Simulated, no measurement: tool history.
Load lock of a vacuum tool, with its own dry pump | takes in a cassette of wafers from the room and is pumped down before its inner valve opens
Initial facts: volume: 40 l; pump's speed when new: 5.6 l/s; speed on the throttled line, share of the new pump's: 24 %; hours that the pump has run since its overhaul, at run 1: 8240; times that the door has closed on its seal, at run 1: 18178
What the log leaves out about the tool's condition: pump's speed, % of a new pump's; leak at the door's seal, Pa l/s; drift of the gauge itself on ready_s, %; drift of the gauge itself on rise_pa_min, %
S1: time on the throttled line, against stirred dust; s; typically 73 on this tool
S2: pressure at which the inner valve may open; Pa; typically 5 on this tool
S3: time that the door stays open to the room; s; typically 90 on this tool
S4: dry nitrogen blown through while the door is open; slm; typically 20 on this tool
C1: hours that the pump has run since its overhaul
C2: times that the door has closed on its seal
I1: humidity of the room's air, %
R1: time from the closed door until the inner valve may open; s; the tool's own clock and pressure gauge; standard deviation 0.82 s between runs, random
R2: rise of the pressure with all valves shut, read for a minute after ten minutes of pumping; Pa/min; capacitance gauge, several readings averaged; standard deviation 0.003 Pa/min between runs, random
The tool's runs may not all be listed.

{"run": 1, "day": 0.0, "S1": 73, "S2": 5, "S3": 90, "S4": 20, "C1": 8240, "C2": 18178, "I1": 42.3, "R1": 132.2, "R2": 0.066}
{"run": 2, "day": 11.446, "S1": 73, "S2": 5, "S3": 90, "S4": 20, "C1": 8514, "C2": 18831, "I1": 48.3, "R1": 131.6, "R2": 0.068}
{"run": 3, "day": 37.083, "S1": 73, "S2": 5, "S3": 90, "S4": 20, "C1": 9130, "C2": 20294, "I1": 45.9, "R1": 132.8, "R2": 0.069}
{"run": 4, "day": 54.925, "S1": 73, "S2": 6, "S3": 90, "S4": 20, "C1": 9558, "C2": 21311, "I1": 45.1, "R1": 129.3, "R2": 0.069}
{"run": 5, "day": 75.946, "S1": 73, "S2": 6, "S3": 90, "S4": 20, "C1": 10062, "C2": 22511, "I1": 44.4, "R1": 132.0, "R2": 0.067}
{"run": 6, "day": 96.238, "S1": 73, "S2": 6, "S3": 90, "S4": 10, "C1": 10549, "C2": 23668, "I1": 46.2, "R1": 133.1, "R2": 0.099}
{"run": 7, "day": 122.162, "S1": 73, "S2": 5, "S3": 90, "S4": 20, "C1": 11172, "C2": 25148, "I1": 46.2, "R1": 134.9, "R2": 0.074}
{"run": 8, "day": 139.142, "S1": 73, "S2": 5, "S3": 90, "S4": 20, "C1": 11579, "C2": 26116, "I1": 49.3, "R1": 133.9, "R2": 0.083}
{"run": 9, "day": 152.062, "S1": 73, "S2": 5, "S3": 90, "S4": 20, "C1": 11889, "C2": 26853, "I1": 44.8, "R1": 134.4, "R2": 0.079}
{"run": 10, "day": 163.258, "S1": 73, "S2": 5, "S3": 90, "S4": 20, "C1": 12158, "C2": 27492, "I1": 45.4, "R1": 134.3, "R2": 0.082}
{"run": 11, "day": 181.946, "S1": 73, "S2": 5, "S3": 90, "S4": 5, "C1": 12606, "C2": 28558, "I1": 42.8, "R1": 135.3, "R2": 0.116}
{"run": 12, "day": 203.729, "S1": 73, "S2": 5, "S3": 90, "S4": 5, "C1": 13129, "C2": 29801, "I1": 46.0, "R1": 133.2, "R2": 0.127}
{"run": 13, "day": 215.854, "S1": 73, "S2": 5, "S3": 90, "S4": 5, "C1": 13420, "C2": 30493, "I1": 44.4, "R1": 135.2, "R2": 0.12}
{"run": 14, "day": 233.317, "S1": 73, "S2": 5, "S3": 90, "S4": 5, "C1": 13839, "C2": 31489, "I1": 47.5, "R1": 135.4, "R2": 0.126}
{"run": 15, "day": 250.975, "S1": 73, "S2": 5, "S3": 90, "S4": 5, "C1": 14263, "C2": 32497, "I1": 43.7, "R1": 136.8, "R2": 0.12}
{"run": 16, "day": 262.288, "S1": 59, "S2": 8, "S3": 90, "S4": 20, "C1": 14535, "C2": 33142, "I1": 44.3, "R1": 121.5, "R2": 0.096}
{"run": 17, "day": 282.3, "S1": 41, "S2": 10, "S3": 158, "S4": 20, "C1": 15015, "C2": 34284, "I1": 46.1, "R1": 106.7, "R2": 0.109}
{"run": 18, "day": 299.254, "S1": 41, "S2": 10, "S3": 158, "S4": 20, "C1": 15422, "C2": 35251, "I1": 47.3, "R1": 107.2, "R2": 0.117}
{"run": 19, "day": 323.654, "S1": 41, "S2": 10, "S3": 27, "S4": 5, "C1": 16007, "C2": 36643, "I1": 47.8, "R1": 107.0, "R2": 0.12}

Run 20 is up next; what results do you expect?
{"run": 20, "day": 337.025, "S1": 73, "S2": 4, "S3": 90, "S4": 15, "C1": 16328, "C2": 37406, "I1": 47.9, "R1": "?", "R2": "?"}

Run 20 measured R1 138.8 s, R2 0.119 Pa/min.
With no hidden state in the tool, this same run would have given R1 128.8 s, R2 0.045 Pa/min.
